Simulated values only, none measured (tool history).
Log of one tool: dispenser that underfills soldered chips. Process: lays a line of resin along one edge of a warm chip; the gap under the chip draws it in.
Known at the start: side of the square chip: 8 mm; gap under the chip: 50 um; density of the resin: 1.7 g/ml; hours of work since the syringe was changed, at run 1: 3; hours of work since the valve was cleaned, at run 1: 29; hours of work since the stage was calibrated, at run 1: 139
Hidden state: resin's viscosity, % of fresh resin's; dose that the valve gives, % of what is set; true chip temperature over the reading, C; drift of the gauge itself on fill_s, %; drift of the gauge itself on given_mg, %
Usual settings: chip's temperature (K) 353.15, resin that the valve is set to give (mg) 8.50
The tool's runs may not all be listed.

| run | day | chip's temperature (K) | resin that the valve is set to give (mg) | hours of work since the syringe was changed | hours of work since the valve was cleaned | hours of work since the stage was calibrated | time until the resin shows at the far edge (s) | resin that the valve gave (mg) |
|---|---|---|---|---|---|---|---|---|
| 1 | 0.000 | 353.15 | 8.50 | 3 | 29 | 139 | 131.8 | 8.40 |
| 2 | 0.238 | 353.15 | 8.50 | 7 | 33 | 143 | 162.0 | 8.40 |
|  | 0.275 | new syringe of resin |
| 3 | 0.529 | 353.15 | 8.50 | 4 | 38 | 148 | 140.4 | 8.38 |
|  | 0.704 | new syringe of resin |
| 4 | 0.871 | 353.15 | 8.50 | 3 | 43 | 153 | 132.8 | 8.37 |
| 5 | 1.025 | 353.15 | 8.50 | 5 | 45 | 155 | 146.2 | 8.35 |
|  | 1.142 | new syringe of resin |
| 6 | 1.183 | 353.15 | 8.50 | 1 | 48 | 158 | 116.9 | 8.38 |
| 7 | 1.321 | 353.15 | 8.50 | 3 | 50 | 160 | 129.2 | 8.35 |
| 8 | 1.525 | 360.15 | 8.50 | 6 | 53 | 163 | 121.7 | 8.34 |
|  | 1.588 | new syringe of resin |
| 9 | 1.704 | 360.15 | 8.50 | 2 | 56 | 166 | 98.8 | 8.35 |
|  | 1.808 | dispensing valve cleaned and set on the balance |
| 10 | 1.938 | 360.15 | 8.50 | 5 | 2 | 169 | 114.9 | 8.48 |
|  | 2.067 | new syringe of resin |
| 11 | 2.158 | 365.15 | 8.50 | 1 | 5 | 172 | 81.3 | 8.44 |
| 12 | 2.392 | 365.15 | 8.50 | 5 | 9 | 176 | 99.3 | 8.46 |
|  | 2.496 | new syringe of resin |
| 13 | 2.696 | 365.15 | 8.50 | 3 | 14 | 180 | 90.7 | 8.45 |
| 14 | 2.871 | 346.15 | 8.50 | 6 | 17 | 183 | 203.5 | 8.45 |
|  | 2.933 | new syringe of resin |
| 15 | 3.192 | 346.15 | 8.50 | 4 | 21 | 188 | 185.0 | 8.42 |
|  | 3.371 | new syringe of resin |
| 16 | 3.429 | 353.15 | 8.02 | 1 | 25 | 192 | 122.6 | 7.94 |
| 17 | 3.588 | 353.15 | 8.50 | 3 | 28 | 194 | 138.1 | 8.43 |
|  | 3.817 | new syringe of resin |
| 18 | 3.842 | 365.15 | 8.31 | 0 | 31 | 198 | 78.8 | 8.21 |
| 19 | 3.988 | 349.15 | 8.50 | 3 | 34 | 200 | 157.5 | 8.38 |
|  | 4.250 | new syringe of resin |
| 20 | 4.267 | 352.15 | 10.10 | 0 | 38 | 205 | 116.8 | 9.97 |
| 21 | 4.538 | 360.15 | 9.82 | 5 | 42 | 209 | 112.3 | 9.64 |
|  | 4.692 | new syringe of resin |
| 22 | 4.692 | 360.15 | 9.82 | 0 | 44 | 211 | 90.5 | 9.62 |
| 23 | 4.983 | 352.15 | 7.71 | 5 | 49 | 216 | 159.7 | 7.57 |
|  | 5.125 | new syringe of resin |
| 24 | 5.292 | 346.15 | 9.26 | 3 | 54 | 221 | 169.1 | 9.08 |
|  | 5.529 | dispensing valve cleaned and set on the balance |
|  | 5.621 | new syringe of resin |
| 25 | 5.667 | 346.15 | 9.26 | 1 | 2 | 226 | 157.9 | 9.25 |
| 26 | 5.917 | 341.15 | 9.50 | 5 | 6 | 230 | 234.9 | 9.47 |
|  | 6.054 | new syringe of resin |
| 27 | 6.158 | 340.15 | 8.50 | 2 | 10 | 233 | 213.0 | 8.48 |
| 28 | 6.429 | 339.15 | 9.29 | 6 | 14 | 238 | 267.9 | 9.23 |
|  | 6.508 | new syringe of resin |
| 29 | 6.633 | 361.15 | 7.92 | 2 | 17 | 241 | 95.9 | 7.88 |
| 30 | 6.788 | 358.15 | 10.87 | 4 | 19 | 243 | 117.3 | 10.81 |
|  | 6.946 | new syringe of resin |
| 31 | 7.100 | 342.15 | 10.16 | 2 | 24 | 248 | 197.0 | 10.07 |
| 32 | 7.271 | 342.15 | 10.16 | 5 | 27 | 251 | 222.2 | 10.06 |
|  | 7.388 | new syringe of resin |
| 33 | 7.558 | 342.15 | 10.16 | 3 | 31 | 255 | 201.5 | 10.05 |
| 34 | 7.708 | 354.15 | 10.91 | 5 | 34 | 257 | 147.9 | 10.80 |

Forecast each of these 5 alternatives for the next run:
|  | 7.833 | new syringe of resin |
| A | 8.004 | 354.15 | 7.86 | 3 | 38 | 262 | ? | ? |
|  | 7.833 | new syringe of resin |
| B | 8.004 | 347.15 | 8.79 | 3 | 38 | 262 | ? | ? |
|  | 7.833 | new syringe of resin |
| C | 8.004 | 353.15 | 7.57 | 3 | 38 | 262 | ? | ? |
|  | 7.833 | new syringe of resin |
| D | 8.004 | 346.15 | 9.38 | 3 | 38 | 262 | ? | ? |
|  | 7.833 | new syringe of resin |
| E | 8.004 | 362.15 | 8.50 | 3 | 38 | 262 | ? | ? |

| run | time until the resin shows at the far edge (s) | resin that the valve gave (mg) |
|---|---|---|
| A | 132.7 | 7.76 |
| B | 170.1 | 8.67 |
| C | 138.8 | 7.48 |
| D | 175.8 | 9.26 |
| E | 100.9 | 8.40 |
Without the tool's hidden state the same runs would have given:
| run | time until the resin shows at the far edge (s) | resin that the valve gave (mg) |
|---|---|---|
| A | 108.9 | 7.86 |
| B | 139.6 | 8.78 |
| C | 113.8 | 7.57 |
| D | 144.4 | 9.38 |
| E | 83.2 | 8.51 |
